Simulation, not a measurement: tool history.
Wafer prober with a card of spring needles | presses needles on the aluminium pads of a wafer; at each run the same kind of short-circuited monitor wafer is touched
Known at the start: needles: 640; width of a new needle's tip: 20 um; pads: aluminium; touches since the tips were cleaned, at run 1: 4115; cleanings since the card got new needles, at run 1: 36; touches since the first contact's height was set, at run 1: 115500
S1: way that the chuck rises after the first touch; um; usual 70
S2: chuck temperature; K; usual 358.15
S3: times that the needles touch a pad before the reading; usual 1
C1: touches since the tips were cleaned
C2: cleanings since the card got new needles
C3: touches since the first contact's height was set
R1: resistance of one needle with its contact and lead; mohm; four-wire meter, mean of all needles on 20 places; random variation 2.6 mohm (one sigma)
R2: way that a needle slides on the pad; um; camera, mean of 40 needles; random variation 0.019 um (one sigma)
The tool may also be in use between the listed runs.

run     day  S1      S2  S3    C1  C2      C3   R1     R2
  1   0.000  70  358.15   1  4115  36  115500  330  17.11
      1.071  -- tips cleaned on abrasive film
  2   2.058  70  358.15   1  3812  37  123418  332  17.09
      3.079  -- tips cleaned on abrasive film
      5.317  -- tips cleaned on abrasive film
  3   6.267  70  358.15   1  3661  39  139601  328  17.07
      7.408  -- tips cleaned on abrasive film
  4   8.967  57  358.15   1  5997  40  149986  360  13.85
      9.488  -- tips cleaned on abrasive film
     11.588  -- tips cleaned on abrasive film
  5  11.779  57  358.15   1   746  42  160798  314  13.83
     13.771  -- tips cleaned on abrasive film
  6  14.671  57  358.15   1  3459  43  171919  353  13.79
     15.721  -- tips cleaned on abrasive film
     17.917  -- tips cleaned on abrasive film
     18.275  -- height of the first contact set anew
  7  18.288  57  358.15   1  1383  45      46  326  14.07
     19.925  -- tips cleaned on abrasive film
  8  20.696  57  358.15   1  2968  46    9316  349  14.07
     21.925  -- tips cleaned on abrasive film
  9  23.242  57  358.15   1  5070  47   19112  355  14.06
     24.079  -- tips cleaned on abrasive film
 10  25.392  57  358.15   1  5051  48   27376  354  13.99
     26.058  -- tips cleaned on abrasive film
     28.154  -- tips cleaned on abrasive film
 11  29.521  57  358.15   1  5270  50   43268  365  14.00
     30.421  -- tips cleaned on abrasive film
 12  32.150  57  310.15   1  6675  51   53381  356  13.97
     32.500  -- tips cleaned on abrasive film
 13  34.046  57  346.15   1  5947  52   60660  366  13.96
     34.454  -- tips cleaned on abrasive film
     36.512  -- tips cleaned on abrasive film
 14  37.146  70  358.15   1  2443  54   72585  320  17.18
     38.738  -- tips cleaned on abrasive film
 15  39.858  70  358.15   1  4324  55   83024  327  17.16
     40.938  -- tips cleaned on abrasive film
     43.088  -- tips cleaned on abrasive film
 16  43.112  70  358.15   1    96  57   95520  305  17.14
     45.104  -- tips cleaned on abrasive film
 17  45.754  70  358.15   1  2493  58  105686  327  17.10
     47.100  -- tips cleaned on abrasive film
 18  48.725  70  305.15   2  6266  59  117125  311  17.06
     49.317  -- tips cleaned on abrasive film
 19  50.612  62  358.15   1  4987  60  124381  351  15.09
     51.258  -- tips cleaned on abrasive film
     53.375  -- tips cleaned on abrasive film
 20  53.892  87  358.15   1  1991  62  136985  308  21.19
     55.575  -- tips cleaned on abrasive film
 21  56.388  75  358.15   2  3129  63  146589  307  18.28
     57.625  -- tips cleaned on abrasive film
     59.650  -- tips cleaned on abrasive film
 22  59.650  63  386.15   2     0  65  159138  311  15.30
 23  61.546  63  386.15   2  7299  65  166437  345  15.28
     61.917  -- tips cleaned on abrasive film
     63.925  -- tips cleaned on abrasive film
 24  65.238  63  386.15   2  5051  67  180629  339  15.24
     65.958  -- tips cleaned on abrasive film
     66.542  -- height of the first contact set anew
     67.962  -- tips cleaned on abrasive film
 25  68.950  63  386.15   2  3809  69    9269  333  15.54
     69.933  -- tips cleaned on abrasive film
     72.062  -- tips cleaned on abrasive film
 26  72.546  55  298.15   2  1866  71   23092  300  13.55
     73.992  -- tips cleaned on abrasive film
     76.054  -- tips cleaned on abrasive film
 27  76.662  70  366.15   1  2335  73   38918  328  17.24
     78.000  -- tips cleaned on abrasive film
 28  79.758  78  376.15   1  6776  74   50841  334  19.16
     79.979  -- tips cleaned on abrasive film
     82.046  -- tips cleaned on abrasive film
 29  82.604  78  376.15   2  2146  76   61774  311  19.15
     84.133  -- tips cleaned on abrasive film
 30  85.925  79  358.15   1  6906  77   74564  331  19.37
     86.258  -- tips cleaned on abrasive film
     88.283  -- tips cleaned on abrasive film
 31  90.175  79  358.15   1  7302  79   90908  339  19.34

3 ways to go on from here, each from the tool as it stands after run 31. What would each give?
     90.375  -- tips cleaned on abrasive film
     92.350  -- tips cleaned on abrasive film
  A  92.350  73  336.15   2   5  81  99254   ?   ?
     90.375  -- tips cleaned on abrasive film
     92.350  -- tips cleaned on abrasive film
  B  92.350  70  306.15   1   5  81  99254   ?   ?
     90.375  -- tips cleaned on abrasive film
     92.350  -- tips cleaned on abrasive film
  C  92.350  79  330.15   1   5  81  99254   ?   ?

run   R1     R2
  A  294  17.84
  B  281  17.09
  C  287  19.29
Without the tool's hidden state the same runs would have given:
run   R1     R2
  A  289  18.05
  B  274  17.30
  C  281  19.50

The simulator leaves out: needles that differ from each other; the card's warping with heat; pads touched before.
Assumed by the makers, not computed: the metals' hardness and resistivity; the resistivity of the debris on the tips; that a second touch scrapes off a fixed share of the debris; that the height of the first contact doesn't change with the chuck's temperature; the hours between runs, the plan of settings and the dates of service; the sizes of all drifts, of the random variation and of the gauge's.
